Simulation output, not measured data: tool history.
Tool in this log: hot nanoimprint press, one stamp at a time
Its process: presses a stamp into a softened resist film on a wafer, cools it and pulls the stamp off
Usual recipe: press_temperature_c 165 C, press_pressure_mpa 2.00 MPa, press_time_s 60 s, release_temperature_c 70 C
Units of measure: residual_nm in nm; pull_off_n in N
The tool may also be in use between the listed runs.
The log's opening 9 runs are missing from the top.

run,hour,press_temperature_c,press_pressure_mpa,press_time_s,release_temperature_c,residual_nm,pull_off_n
# hour 283.5: stamp cleaned and given a new release coat
10,292.6,165,2.00,60,70,112.4,234
11,316.3,165,2.00,35,70,131.0,226
12,347.4,165,2.00,35,70,130.6,230
13,382.4,165,2.00,35,65,128.2,242
# hour 402.7: plate thermocouple calibrated
14,402.7,165,2.00,60,70,110.0,235
15,425.9,165,2.00,60,70,110.6,237
# hour 461.7: stamp cleaned and given a new release coat
16,464.7,165,1.86,60,58,114.4,259
# hour 499.8: press's hydraulic seals changed and the load cell set to zero
17,504.4,165,2.06,60,55,110.3,269
18,536.3,165,2.06,60,55,108.5,268
19,577.3,165,2.06,60,55,109.4,267
20,608.6,170,2.29,60,55,83.6,258
# hour 646.0: stamp cleaned and given a new release coat
21,649.8,165,2.91,69,58,87.7,264
22,667.8,165,1.21,69,58,134.6,255
23,706.4,165,1.21,69,58,131.5,246

Run 24 comes next. What will it give?
24,746.0,165,1.21,69,58,?,?

residual_nm: 133.9 nm
pull_off_n: 253 N
If the tool had no hidden condition, the same run with the same run-to-run variation would have returned residual_nm 134.0 nm, pull_off_n 251 N.

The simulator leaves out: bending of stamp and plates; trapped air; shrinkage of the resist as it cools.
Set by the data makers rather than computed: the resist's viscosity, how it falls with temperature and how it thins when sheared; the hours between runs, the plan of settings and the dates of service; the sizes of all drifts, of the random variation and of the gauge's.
